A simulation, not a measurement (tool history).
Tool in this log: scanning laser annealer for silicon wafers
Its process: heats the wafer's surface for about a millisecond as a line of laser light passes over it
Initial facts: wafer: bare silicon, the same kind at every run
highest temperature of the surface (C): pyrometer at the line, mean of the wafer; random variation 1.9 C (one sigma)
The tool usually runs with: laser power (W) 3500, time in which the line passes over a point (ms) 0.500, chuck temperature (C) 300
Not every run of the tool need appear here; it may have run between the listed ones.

run     day  laser power (W)  time in which the line passes over a point (ms)  chuck temperature (C)  highest temperature of the surface (C)
  1   0.000             3500                                            0.500                    300                                    1100
  2   3.612             3500                                            0.500                    300                                    1099
  3   6.354             3500                                            0.500                    300                                    1099
  4   9.671             3500                                            0.500                    300                                    1099
  5  13.496             3500                                            0.500                    300                                    1095
     14.333  -- window over the wafer cleaned
  6  16.896             3500                                            0.500                    300                                    1092
  7  18.592             3500                                            0.500                    300                                    1093
  8  21.317             3500                                            0.500                    300                                    1089
     25.408  -- window over the wafer cleaned, once more
  9  25.408             3500                                            0.500                    300                                    1117
 10  27.258             3500                                            0.500                    300                                    1110
 11  29.479             2987                                            0.393                    340                                     936
 12  31.917             2992                                            0.563                    330                                    1063
 13  35.396             3034                                            0.563                    302                                    1044
 14  37.846             3114                                            0.532                    337                                    1073
 15  40.233             3366                                            0.609                    265                                    1129
 16  43.508             3500                                            0.500                    303                                    1113
 17  45.733             3500                                            0.500                    303                                    1108
 18  49.229             3500                                            0.500                    303                                    1108
 19  51.558             3500                                            0.500                    303                                    1104

Measured less the same run without the tool's hidden state. The same run-to-run variation is in both; the gauge's scatter may not be:
Hidden state present: light that passes the window, % of a clean one's; laser's true power over the reading, %; width of the line over the set one, %; drift of the gauge itself on peak_c, C.
run  highest temperature of the surface (C)
  1                                     -15
  2                                     -16
  3                                     -17
  4                                     -19
  5                                     -19
  6                                     -25
  7                                     -27
  8                                     -27
  9                                      -3
 10                                      -4
 11                                      -3
 12                                      -5
 13                                      -6
 14                                      -6
 15                                      -9
 16                                     -10
 17                                     -10
 18                                     -12
 19                                     -13
